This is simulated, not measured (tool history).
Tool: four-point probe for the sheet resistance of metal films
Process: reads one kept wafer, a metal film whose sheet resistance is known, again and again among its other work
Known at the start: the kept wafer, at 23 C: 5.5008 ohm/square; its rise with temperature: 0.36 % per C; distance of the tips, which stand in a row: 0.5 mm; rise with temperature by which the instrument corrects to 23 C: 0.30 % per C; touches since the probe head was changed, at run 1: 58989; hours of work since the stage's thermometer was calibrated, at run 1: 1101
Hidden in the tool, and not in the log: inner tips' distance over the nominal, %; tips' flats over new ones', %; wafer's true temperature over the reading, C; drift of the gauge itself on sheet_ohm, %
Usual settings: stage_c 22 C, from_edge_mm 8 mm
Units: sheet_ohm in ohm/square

run	hour	stage_c	from_edge_mm	touches since the probe head was changed	hours of work since the stage's thermometer was calibrated	sheet_ohm
1	0.0	22	8	58989	1101	5.449450
2	30.1	21	8	59881	1122	5.445363
3	50.0	22	19	60470	1136	5.437321
4	85.0	22	19	61504	1161	5.438412
5	102.4	22	19	62021	1173	5.436101
6	142.4	22	19	63205	1201	5.436270
7	169.8	24	19	64016	1220	5.442289
8	210.3	22	8	65216	1248	5.444021
9	237.0	22	8	66005	1266	5.442414
# hour 241.4: stage's thermometer calibrated
10	268.2	26	8	66916	19	5.455284
11	309.3	26	8	68132	47	5.455409
12	343.0	22	8	69130	71	5.442511
13	370.7	22	19	69949	90	5.433340
# hour 376.9: new probe head fitted
14	404.4	22	19	814	113	5.499129
# hour 425.6: stage's thermometer calibrated, once more
15	443.5	22	19	1957	12	5.502784
16	475.3	32	4	2900	35	5.576480
17	510.8	26	5	3949	59	5.541800
18	550.6	25	7	5129	87	5.522840
19	590.1	25	7	6299	114	5.522542
20	618.8	25	7	7147	134	5.521160

The next listed run, before its measurement:
21	658.9	25	7	8335	162	?

{"run 21": {"sheet_ohm": 5.520015}}
Without the tool's hidden state the same run would have given sheet_ohm 5.521396 ohm/square.

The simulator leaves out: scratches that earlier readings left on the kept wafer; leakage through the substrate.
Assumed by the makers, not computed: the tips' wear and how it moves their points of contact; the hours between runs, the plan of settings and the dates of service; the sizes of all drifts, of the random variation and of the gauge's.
